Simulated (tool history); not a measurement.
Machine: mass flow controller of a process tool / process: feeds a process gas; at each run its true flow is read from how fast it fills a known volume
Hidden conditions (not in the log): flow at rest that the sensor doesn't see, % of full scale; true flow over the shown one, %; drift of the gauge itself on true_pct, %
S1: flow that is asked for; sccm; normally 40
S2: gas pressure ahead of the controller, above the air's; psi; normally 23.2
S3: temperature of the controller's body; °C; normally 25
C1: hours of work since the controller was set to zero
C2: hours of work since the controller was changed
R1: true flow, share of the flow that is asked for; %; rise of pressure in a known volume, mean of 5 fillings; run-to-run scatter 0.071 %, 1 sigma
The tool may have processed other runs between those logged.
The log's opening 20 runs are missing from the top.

run	hour	S1	S2	S3	C1	C2	R1
21	2467.4	40	23.2	25	594	594	99.47
22	2612.8	40	23.2	25	672	672	99.47
23	2761.9	38	23.2	25	751	751	99.4
24	2906.7	38	23.2	25	829	829	99.38
25	3007.7	38	23.2	25	883	883	99.28
26	3163.1	38	23.2	25	965	965	99.27
27	3275.5	38	25.4	40	1026	1026	98.72
28	3375.6	50	23.6	21	1079	1079	99.86
29	3473.7	13	39	25	1131	1131	99.38
30	3561	19	25.7	25	1178	1178	99.23
31	3624.5	19	25.7	25	1212	1212	99.29
32	3687.7	19	25.7	25	1246	1246	99.19
33	3813.5	19	25.7	25	1313	1313	99.15
34	3934.5	19	25.7	25	1377	1377	99.09
35	4071	21	23.2	24	1450	1450	99.3
36	4183.2	6	25.4	29	1510	1510	99.71
37	4287	6	29.7	29	1566	1566	99.92
38	4388.9	40	29.7	29	1620	1620	99.28
39	4484	40	29.7	29	1671	1671	99.16
40	4626.6	15	29.7	25	1747	1747	99.41
41	4692.7	24	32.8	30	1782	1782	99.07
42	4840.9	42	28.6	23	1862	1862	99.54
43	4995.6	42	28.6	23	1944	1944	99.4

Branching from run 43: 3 alternative next runs. What would each branch give?
A	5072.4	40	30.7	29	1985	1985	?
B	5072.4	40	23.2	25	1985	1985	?
C	5072.4	25	23.2	22	1985	1985	?

run	R1
A	99.22
B	99.2
C	99.32
Stripped of hidden state, with their random variation kept, the same runs would have yielded:
run	R1
A	99.66
B	99.64
C	99.59
